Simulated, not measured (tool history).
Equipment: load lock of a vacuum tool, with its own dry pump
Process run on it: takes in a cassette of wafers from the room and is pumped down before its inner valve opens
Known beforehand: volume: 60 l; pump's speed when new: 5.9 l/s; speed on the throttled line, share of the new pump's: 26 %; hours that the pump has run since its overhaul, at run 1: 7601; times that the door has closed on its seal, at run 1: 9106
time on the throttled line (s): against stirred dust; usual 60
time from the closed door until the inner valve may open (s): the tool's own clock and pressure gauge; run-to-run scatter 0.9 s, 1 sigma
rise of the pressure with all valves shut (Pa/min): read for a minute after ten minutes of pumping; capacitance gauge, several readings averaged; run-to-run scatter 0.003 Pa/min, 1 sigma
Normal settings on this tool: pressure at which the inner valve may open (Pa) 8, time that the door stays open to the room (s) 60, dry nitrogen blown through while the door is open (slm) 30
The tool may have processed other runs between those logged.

run    hour  time on the throttled line (s)  pressure at which the inner valve may open (Pa)  time that the door stays open to the room (s)  dry nitrogen blown through while the door is open (slm)  hours that the pump has run since its overhaul  times that the door has closed on its seal  incoming humidity of the room's air, %  time from the closed door until the inner valve may open (s)  rise of the pressure with all valves shut (Pa/min)
  1       0                              60                                                8                                             60                                                       30                                            7601                                        9106                                    43.4                                                           146                                               0.044
  2   327.5                              60                                                8                                             60                                                       30                                            7928                                       10107                                    45.2                                                         146.4                                               0.051
  3   745.4                              60                                                8                                             60                                                       30                                            8346                                       11385                                      47                                                         146.6                                               0.057
  4  1219.8                              60                                                8                                             60                                                       30                                            8820                                       12836                                    47.3                                                         147.9                                               0.068
  5  1457.6                              60                                                8                                             60                                                       30                                            9058                                       13563                                    42.7                                                         147.6                                               0.066
  6  1796.8                              60                                                8                                             60                                                       30                                            9397                                       14600                                    49.3                                                         147.6                                               0.073
  7  2364.4                              60                                                8                                             60                                                       30                                            9965                                       16336                                    44.3                                                         148.8                                               0.093
  8  2594.2                              60                                                8                                             60                                                       40                                           10195                                       17039                                    42.4                                                           148                                               0.085
  9  3063.9                              60                                                8                                             60                                                       40                                           10665                                       18476                                    43.4                                                         146.1                                               0.097
 10    3373                              60                                                8                                             60                                                       40                                           10974                                       19421                                    46.4                                                           147                                               0.106
 11  3723.7                              50                                               11                                             60                                                       18                                           11324                                       20493                                    45.6                                                         138.6                                               0.114
 12  4202.5                             107                                                8                                             60                                                       30                                           11803                                       21957                                    42.1                                                         183.7                                                0.12
 13    4732                              88                                                8                                             60                                                       13                                           12333                                       23577                                    47.1                                                         168.2                                               0.143
 14  5166.2                              96                                                8                                             60                                                       30                                           12767                                       24905                                    44.7                                                           173                                               0.147
 15  5627.5                              96                                               12                                             60                                                       30                                           13228                                       26315                                      44                                                           171                                               0.164
 16  6027.9                              96                                               16                                             60                                                       30                                           13629                                       27540                                    43.5                                                         165.6                                               0.171
 17  6454.9                              96                                               16                                             60                                                       30                                           14056                                       28846                                    47.8                                                           167                                               0.188
 18  7006.1                              60                                                6                                             60                                                       34                                           14607                                       30532                                    44.2                                                         152.8                                               0.201
 19  7363.5                              60                                                6                                             60                                                        5                                           14964                                       31625                                    46.2                                                         154.7                                               0.223
 20  7895.7                              37                                               12                                             60                                                        5                                           15496                                       33252                                    41.3                                                         130.8                                               0.242

The same runs without the tool's hidden state, with the same run-to-run variation:
Hidden conditions of the tool in this case: pump's speed, % of a new pump's; leak at the door's seal, Pa l/s; drift of the gauge itself on ready_s, %; drift of the gauge itself on rise_pa_min, %.
run  time from the closed door until the inner valve may open (s)  rise of the pressure with all valves shut (Pa/min)
  1                                                         141.8                                               0.008
  2                                                           142                                                0.01
  3                                                           142                                               0.011
  4                                                           143                                               0.016
  5                                                         142.6                                               0.008
  6                                                         142.4                                                0.01
  7                                                         143.3                                                0.02
  8                                                         142.4                                               0.009
  9                                                         140.3                                               0.009
 10                                                           141                                               0.016
 11                                                         132.2                                               0.015
 12                                                         177.9                                               0.009
 13                                                         161.8                                               0.021
 14                                                         166.6                                               0.015
 15                                                         164.8                                               0.016
 16                                                         159.6                                               0.013
 17                                                         160.7                                                0.02
 18                                                         144.4                                               0.014
 19                                                         145.7                                               0.026
 20                                                         121.7                                               0.027

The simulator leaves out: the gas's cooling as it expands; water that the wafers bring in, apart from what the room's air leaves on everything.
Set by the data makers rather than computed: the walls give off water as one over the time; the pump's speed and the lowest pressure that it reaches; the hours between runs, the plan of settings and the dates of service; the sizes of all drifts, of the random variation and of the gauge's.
